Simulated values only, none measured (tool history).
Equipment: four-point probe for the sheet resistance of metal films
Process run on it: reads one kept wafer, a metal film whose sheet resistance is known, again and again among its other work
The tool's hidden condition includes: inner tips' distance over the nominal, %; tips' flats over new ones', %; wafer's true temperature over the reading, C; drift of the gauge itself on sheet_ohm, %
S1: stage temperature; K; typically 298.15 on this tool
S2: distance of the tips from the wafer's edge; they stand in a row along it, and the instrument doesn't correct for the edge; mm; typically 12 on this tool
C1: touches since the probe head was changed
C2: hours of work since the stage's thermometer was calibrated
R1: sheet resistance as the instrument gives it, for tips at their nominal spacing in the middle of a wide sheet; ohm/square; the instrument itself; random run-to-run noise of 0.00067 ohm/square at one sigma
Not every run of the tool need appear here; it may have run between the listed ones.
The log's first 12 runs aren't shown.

run,hour,S1,S2,C1,C2,R1
13,360.9,298.15,12,19914,720,3.309708
14,384.9,298.15,12,20462,731,3.307863
15,428.0,298.15,7,21448,752,3.316389
16,447.3,298.15,7,21889,761,3.315861
17,490.7,298.15,12,22882,781,3.310085
18,516.7,298.15,12,23476,794,3.311164
19,543.5,298.15,12,24088,806,3.310284
20,561.4,303.15,5,24498,815,3.315172
21,594.7,303.15,5,25257,831,3.315655
22,624.5,304.15,61,25938,845,3.295938
23,647.7,295.15,5,26470,856,3.332019
24,681.7,295.15,12,27247,872,3.316334
25,714.5,295.15,3,27997,888,3.361924
26,757.1,307.15,12,28969,908,3.292585
27,793.9,307.15,12,29810,925,3.293379
28,835.6,295.15,11,30765,945,3.318861
29,862.4,293.15,13,31377,958,3.320694
30,880.2,296.15,24,31785,966,3.311855
31,906.5,296.15,24,32384,979,3.313034
32,943.7,295.15,6,33235,996,3.327130
33,967.8,296.15,53,33786,1008,3.312088
34,988.2,293.15,4,34253,1018,3.346022
35,1010.4,293.15,4,34760,1028,3.346642
36,1039.9,295.15,29,35435,1042,3.315002
37,1057.8,295.15,29,35843,1051,3.315889

Each row is a separate what-if for the run after 37, all from the same tool condition, not one after another. Results?
A,1099.8,295.15,67,36802,1071,?
B,1099.8,292.15,28,36802,1071,?
C,1099.8,298.15,6,36802,1071,?
D,1099.8,293.15,29,36802,1071,?

run,R1
A,3.315532
B,3.321702
C,3.321906
D,3.320531
Had the tool no hidden state, the same runs would have come out as:
run,R1
A,3.336186
B,3.342418
C,3.342571
D,3.341231

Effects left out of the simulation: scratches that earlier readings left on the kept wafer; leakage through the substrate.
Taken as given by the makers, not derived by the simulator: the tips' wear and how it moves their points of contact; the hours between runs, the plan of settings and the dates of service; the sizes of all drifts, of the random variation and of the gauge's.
